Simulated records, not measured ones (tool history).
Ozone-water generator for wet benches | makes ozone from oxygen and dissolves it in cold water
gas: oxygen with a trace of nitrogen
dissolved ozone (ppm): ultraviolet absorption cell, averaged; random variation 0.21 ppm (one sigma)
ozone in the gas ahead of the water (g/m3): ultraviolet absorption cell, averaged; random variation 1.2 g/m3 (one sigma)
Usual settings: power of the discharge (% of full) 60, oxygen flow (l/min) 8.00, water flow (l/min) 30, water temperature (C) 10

run,hour,power of the discharge (% of full),oxygen flow (l/min),water flow (l/min),water temperature (C),dissolved ozone (ppm),ozone in the gas ahead of the water (g/m3)
1,0.0,60,8.00,30,10,31.3,228.0
2,113.5,60,8.00,30,10,30.9,227.0
3,227.0,60,8.00,41,10,24.1,230.1
4,339.8,60,8.00,30,9,31.9,228.3
5,455.8,59,8.00,30,10,31.1,224.7
# hour 491.6: water thermometer calibrated
6,542.3,88,8.00,30,10,39.0,285.1
7,622.6,88,8.00,30,10,39.2,284.5
8,708.9,88,8.00,30,10,38.7,285.3
9,787.7,88,8.00,21,10,50.1,286.7
10,849.7,88,8.00,21,10,49.7,285.7
11,919.9,88,8.00,21,10,49.9,286.6
12,991.2,60,4.38,30,10,26.0,289.5
13,1063.1,87,5.28,44,11,24.0,332.6
14,1164.9,87,5.28,44,11,23.7,331.7
15,1244.7,79,8.00,20,17,43.2,272.3
16,1345.7,79,8.00,20,17,42.9,273.1
17,1404.0,60,8.00,33,12,28.1,233.2
18,1481.8,60,8.00,33,12,28.6,231.9

Forecast each of these 5 alternatives for the next run:
A,1566.6,56,8.00,42,12,?,?
B,1566.6,60,4.27,41,9,?,?
C,1566.6,60,7.66,30,10,?,?
D,1566.6,60,8.00,44,12,?,?
E,1566.6,92,13.65,33,12,?,?

run,dissolved ozone (ppm),ozone in the gas ahead of the water (g/m3)
A,22.5,225.7
B,19.2,295.5
C,31.1,236.6
D,22.5,230.8
E,39.9,245.4
Without the tool's hidden state the same runs would have given:
run,dissolved ozone (ppm),ozone in the gas ahead of the water (g/m3)
A,22.5,219.8
B,19.2,287.8
C,31.1,230.4
D,22.5,224.8
E,39.9,239.1
